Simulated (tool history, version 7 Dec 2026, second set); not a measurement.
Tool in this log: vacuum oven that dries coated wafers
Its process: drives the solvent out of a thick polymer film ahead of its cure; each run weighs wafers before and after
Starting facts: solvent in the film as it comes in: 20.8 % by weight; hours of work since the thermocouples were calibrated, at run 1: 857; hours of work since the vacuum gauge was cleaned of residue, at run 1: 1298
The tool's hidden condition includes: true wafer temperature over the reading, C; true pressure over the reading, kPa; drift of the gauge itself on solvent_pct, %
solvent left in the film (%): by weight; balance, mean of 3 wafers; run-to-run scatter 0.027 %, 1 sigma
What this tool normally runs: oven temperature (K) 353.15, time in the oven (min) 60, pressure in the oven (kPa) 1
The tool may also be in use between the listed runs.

run   hour  oven temperature (K)  time in the oven (min)  pressure in the oven (kPa)  hours of work since the thermocouples were calibrated  hours of work since the vacuum gauge was cleaned of residue  solvent left in the film (%)
  1      0                353.15                      60                           1                                                    857                                                         1298                           1.4
  2   48.4                353.15                      60                           1                                                    894                                                         1336                          1.44
  3  101.6                353.15                      60                           1                                                    936                                                         1377                          1.41
  4    132                364.15                      60                           1                                                    959                                                         1400                          0.54
  5  174.4                364.15                      60                           1                                                    992                                                         1433                          0.56
  6  217.7                364.15                      60                           1                                                   1026                                                         1467                          0.53
     241.6  -- oven's thermocouples calibrated
  7  254.8                364.15                      60                           1                                                     10                                                         1494                          0.51
  8  292.3                364.15                      60                           1                                                     39                                                         1523                          0.51
  9  332.4                364.15                      60                           1                                                     70                                                         1554                          0.54
 10  367.8                364.15                      60                           1                                                     98                                                         1581                          0.51
 11  421.3                353.15                      60                        0.56                                                    139                                                         1623                          1.06
 12  484.6                353.15                      60                        0.56                                                    188                                                         1672                          1.06
 13  540.3                353.15                      60                        0.93                                                    231                                                         1715                          1.35
 14  603.7                353.15                      53                        1.99                                                    280                                                         1764                          2.38
 15  657.2                363.15                      93                         2.8                                                    322                                                         1805                          1.44
 16  705.7                344.15                      94                           1                                                    359                                                         1843                          2.25
 17  741.7                344.15                      94                           1                                                    387                                                         1871                          2.23
 18  768.9                353.15                     101                        0.97                                                    408                                                         1892                           0.8
 19  827.4                366.15                     101                        3.23                                                    454                                                         1937                          1.47
 20  887.5                343.15                      35                           1                                                    500                                                         1984                          7.48
 21    932                343.15                      46                        0.64                                                    535                                                         2018                          5.62
 22  960.3                343.15                      52                        3.13                                                    556                                                         2040                          7.09
 23  986.7                343.15                      52                        3.13                                                    577                                                         2061                          7.08

5 options for the next run, each taken on its own from the tool as it stands now. Forecast them:
  A  1015.8                353.15                      50                        2.79                                                    599                                                         2083                             ?
  B  1015.8                343.15                      36                        3.13                                                    599                                                         2083                             ?
  C  1015.8                345.15                      52                        3.13                                                    599                                                         2083                             ?
  D  1015.8                349.15                      83                        3.13                                                    599                                                         2083                             ?
  E  1015.8                343.15                      56                         1.2                                                    599                                                         2083                             ?

run  solvent left in the film (%)
  A                          3.15
  B                          9.01
  C                          6.24
  D                           3.3
  E                          5.05
Without the tool's unlogged condition, the same runs would have read:
run  solvent left in the film (%)
  A                          3.16
  B                          9.03
  C                          6.26
  D                           3.3
  E                          5.07
